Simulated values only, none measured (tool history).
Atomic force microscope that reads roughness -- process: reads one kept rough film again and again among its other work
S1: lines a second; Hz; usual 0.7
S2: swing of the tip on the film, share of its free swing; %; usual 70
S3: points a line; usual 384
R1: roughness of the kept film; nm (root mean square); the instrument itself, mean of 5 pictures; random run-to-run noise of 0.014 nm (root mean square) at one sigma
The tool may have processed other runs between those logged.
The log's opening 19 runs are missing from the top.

run 20 hour=215.8 | S1=0.7 S2=56 S3=384 | R1=2.767
run 21 hour=223.2 | S1=0.7 S2=56 S3=384 | R1=2.719
run 22 hour=237.4 | S1=0.7 S2=56 S3=384 | R1=2.652
run 23 hour=251.5 | S1=0.845 S2=62 S3=850 | R1=2.568
run 24 hour=262.4 | S1=0.845 S2=62 S3=850 | R1=2.487
run 25 hour=272 | S1=0.845 S2=62 S3=850 | R1=2.463
-- hour=285 new tip fitted
run 26 hour=287.9 | S1=0.644 S2=67 S3=384 | R1=3.388
-- hour=289.9 height scale calibrated on a step standard
run 27 hour=304.6 | S1=1.117 S2=73 S3=698 | R1=3.134
run 28 hour=313.9 | S1=3.655 S2=78 S3=265 | R1=2.385
run 29 hour=326 | S1=3.655 S2=78 S3=265 | R1=2.309
run 30 hour=338.7 | S1=3.655 S2=78 S3=265 | R1=2.253
run 31 hour=348 | S1=0.613 S2=78 S3=410 | R1=2.82
-- hour=352 height scale calibrated on a step standard, once more
run 32 hour=361.9 | S1=0.566 S2=85 S3=384 | R1=2.711
run 33 hour=372 | S1=0.512 S2=83 S3=909 | R1=2.721
run 34 hour=386.1 | S1=0.999 S2=80 S3=365 | R1=2.49
run 35 hour=396.2 | S1=0.7 S2=58 S3=321 | R1=2.61
run 36 hour=407 | S1=0.7 S2=88 S3=307 | R1=2.361
run 37 hour=419.2 | S1=2.733 S2=78 S3=898 | R1=2.08
run 38 hour=435.8 | S1=2.733 S2=78 S3=898 | R1=1.995
-- hour=449.4 new tip fitted
run 39 hour=452.6 | S1=1.794 S2=57 S3=653 | R1=3.391
run 40 hour=462.4 | S1=1.794 S2=57 S3=653 | R1=3.292
run 41 hour=477.6 | S1=0.923 S2=76 S3=653 | R1=3.086
run 42 hour=489.3 | S1=0.923 S2=76 S3=653 | R1=2.984
run 43 hour=502 | S1=0.7 S2=58 S3=384 | R1=2.992
run 44 hour=514.9 | S1=0.7 S2=58 S3=384 | R1=2.911

Consider 4 possible next runs. They are alternatives, not a sequence: every one starts from the tool as it was left by run 44. What does each give?
run A hour=528.8 | S1=0.749 S2=59 S3=1022 | R1=?
run B hour=528.8 | S1=0.7 S2=61 S3=384 | R1=?
run C hour=528.8 | S1=0.983 S2=57 S3=384 | R1=?
run D hour=528.8 | S1=0.7 S2=58 S3=380 | R1=?

run=A R1=2.857
run=B R1=2.799
run=C R1=2.801
run=D R1=2.812
Without the tool's unlogged condition, the same runs would have read:
run=A R1=3.599
run=B R1=3.525
run=C R1=3.528
run=D R1=3.543

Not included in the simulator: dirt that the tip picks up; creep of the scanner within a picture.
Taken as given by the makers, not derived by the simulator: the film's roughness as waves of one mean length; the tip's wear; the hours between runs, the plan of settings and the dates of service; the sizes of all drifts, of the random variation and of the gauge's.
